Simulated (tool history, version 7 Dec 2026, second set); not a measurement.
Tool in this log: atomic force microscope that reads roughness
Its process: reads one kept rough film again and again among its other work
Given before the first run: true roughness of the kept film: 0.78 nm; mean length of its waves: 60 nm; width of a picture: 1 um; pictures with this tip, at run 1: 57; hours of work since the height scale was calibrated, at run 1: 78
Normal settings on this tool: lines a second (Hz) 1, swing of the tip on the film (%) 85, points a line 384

| run | day | lines a second (Hz) | swing of the tip on the film (%) | points a line | pictures with this tip | hours of work since the height scale was calibrated | roughness of the kept film (nm (root mean square)) |
|---|---|---|---|---|---|---|---|
| 1 | 0 | 1 | 85 | 384 | 57 | 78 | 0.7 |
| 2 | 0.458 | 1.87 | 85 | 384 | 69 | 84 | 0.647 |
| 3 | 1.146 | 1.87 | 85 | 384 | 87 | 94 | 0.646 |
| 4 | 1.854 | 1.04 | 85 | 384 | 105 | 103 | 0.695 |
| 5 | 2.517 | 1 | 85 | 384 | 122 | 112 | 0.698 |
| 6 | 2.95 | 1 | 85 | 347 | 133 | 118 | 0.7 |
| 7 | 3.658 | 1 | 85 | 347 | 151 | 128 | 0.701 |
| 8 | 4.346 | 1 | 85 | 347 | 169 | 138 | 0.698 |
| 9 | 4.975 | 1 | 85 | 347 | 185 | 146 | 0.696 |
| 10 | 5.375 | 1 | 85 | 347 | 195 | 152 | 0.697 |
| 11 | 6.2 | 1 | 85 | 347 | 216 | 163 | 0.697 |
| 12 | 6.829 | 1 | 89 | 384 | 233 | 172 | 0.682 |
| 13 | 7.283 | 1 | 89 | 384 | 244 | 178 | 0.685 |
| 14 | 7.667 | 0.9 | 60 | 410 | 254 | 183 | 0.75 |
| 15 | 8.279 | 0.88 | 85 | 509 | 270 | 192 | 0.703 |
| 16 | 8.767 | 0.79 | 77 | 488 | 282 | 198 | 0.726 |
| 17 | 9.588 | 0.79 | 77 | 488 | 303 | 210 | 0.731 |
| 18 | 10.067 | 0.79 | 77 | 488 | 316 | 216 | 0.726 |
| 19 | 10.654 | 0.79 | 77 | 488 | 331 | 224 | 0.728 |
| 20 | 11.338 | 1 | 76 | 710 | 348 | 234 | 0.719 |
|  | 11.629 | new tip fitted |
| 21 | 12.125 | 1 | 85 | 305 | 13 | 244 | 0.698 |
| 22 | 12.675 | 0.96 | 85 | 617 | 27 | 252 | 0.699 |

Run 23, settings as shown, results not yet in. Your forecast:
| 23 | 13.133 | 1 | 84 | 713 | 39 | 258 | ? |

{"run 23": {"roughness of the kept film (nm (root mean square))": 0.702}}
Were there no unlogged condition in the tool, this run, its random variation unchanged, would have produced roughness of the kept film (nm (root mean square)) 0.707.
